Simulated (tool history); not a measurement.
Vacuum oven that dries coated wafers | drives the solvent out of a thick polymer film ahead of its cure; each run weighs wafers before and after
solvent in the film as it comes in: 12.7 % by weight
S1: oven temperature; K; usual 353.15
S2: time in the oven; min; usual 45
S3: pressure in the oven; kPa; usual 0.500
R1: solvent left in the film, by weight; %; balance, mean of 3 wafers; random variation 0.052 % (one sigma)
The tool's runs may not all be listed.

Run 1, hour 0.0: usual settings. Result: R1 1.57 %.
Run 2, hour 13.6: usual settings. Result: R1 1.53 %.
Run 3, hour 25.7: usual settings. Result: R1 1.55 %.
Run 4, hour 33.9: usual settings. Result: R1 1.54 %.
Run 5, hour 42.6: usual settings. Result: R1 1.51 %.
Run 6, hour 55.4: usual settings. Result: R1 1.64 %.
Run 7, hour 61.4: usual settings. Result: R1 1.49 %.
Run 8, hour 69.8: usual settings. Result: R1 1.64 %.
Run 9, hour 78.5: usual settings. Result: R1 1.54 %.
Run 10, hour 87.8: usual settings but S1 343.15 K. Result: R1 3.42 %.
Run 11, hour 95.9: usual settings but S1 343.15 K. Result: R1 3.39 %.
Run 12, hour 108.4: usual settings but S1 343.15 K. Result: R1 3.37 %.
Run 13, hour 116.0: usual settings but S1 343.15 K. Result: R1 3.45 %.
Run 14, hour 125.4: usual settings but S1 344.15 K. Result: R1 3.21 %.
Run 15, hour 138.9: usual settings but S1 344.15 K. Result: R1 3.09 %.
Run 16, hour 145.3: usual settings but S1 344.15 K. Result: R1 3.23 %.
Run 17, hour 156.0: usual settings but S1 344.15 K. Result: R1 3.19 %.
Run 18, hour 162.0: usual settings but S1 344.15 K. Result: R1 3.14 %.
Run 19, hour 169.4: usual settings but S1 346.15 K. Result: R1 2.69 %.
Run 20, hour 180.3: usual settings but S1 346.15 K. Result: R1 2.76 %.
Run 21, hour 187.5: usual settings but S1 346.15 K. Result: R1 2.85 %.
Run 22, hour 199.6: usual settings but S3 1.624 kPa. Result: R1 2.90 %.
Run 23, hour 211.1: usual settings but S3 1.624 kPa. Result: R1 3.09 %.
Run 24, hour 217.9: usual settings but S3 1.624 kPa. Result: R1 3.00 %.
Run 25, hour 230.0: usual settings but S3 1.624 kPa. Result: R1 2.88 %.
Run 26, hour 238.6: usual settings but S1 358.15 K, S2 30 min, S3 0.255 kPa. Result: R1 1.59 %.
Run 27, hour 245.6: usual settings but S1 357.15 K, S2 27 min, S3 1.115 kPa. Result: R1 2.94 %.
Run 28, hour 255.5: usual settings but S1 341.15 K, S2 44 min. Result: R1 4.07 %.
Run 29, hour 264.4: usual settings but S1 341.15 K, S2 44 min. Result: R1 3.89 %.
Run 30, hour 273.0: usual settings but S1 366.15 K, S3 1.327 kPa. Result: R1 1.32 %.
Run 31, hour 286.4: usual settings but S1 366.15 K, S2 24 min, S3 0.282 kPa. Result: R1 1.18 %.
Run 32, hour 295.3: usual settings but S1 361.15 K, S2 41 min. Result: R1 0.99 %.
At hour 298.1: oven's thermocouples calibrated.
Run 33, hour 308.2: usual settings but S2 79 min, S3 0.487 kPa. Result: R1 1.11 %.
Run 34, hour 317.6: usual settings but S1 359.15 K, S3 1.825 kPa. Result: R1 2.33 %.
Run 35, hour 325.1: usual settings but S1 356.15 K, S2 79 min, S3 0.438 kPa. Result: R1 0.77 %.
Run 36, hour 333.8: usual settings but S1 356.15 K, S2 79 min, S3 0.438 kPa. Result: R1 0.80 %.
Run 37, hour 344.3: usual settings but S1 347.15 K, S2 39 min, S3 0.311 kPa. Result: R1 2.84 %.
Run 38, hour 357.8: usual settings but S1 347.15 K, S2 39 min, S3 0.311 kPa. Result: R1 2.96 %.
Run 39, hour 366.1: usual settings but S1 347.15 K, S2 39 min, S3 0.311 kPa. Result: R1 2.90 %.
At hour 378.3: oven's thermocouples calibrated, once more.
Run 40, hour 378.4: usual settings but S1 347.15 K, S2 39 min, S3 0.311 kPa. Result: R1 2.68 %.
Run 41, hour 388.9: usual settings but S1 351.15 K, S2 31 min, S3 0.621 kPa. Result: R1 2.96 %.

Forecast run 42:
Run 42, hour 400.7: usual settings but S1 354.15 K, S2 31 min, S3 0.573 kPa. Result: R1 ?.

{"run 42": {"R1": 2.4}}
Without the tool's hidden state the same run would have given R1 2.21 %.
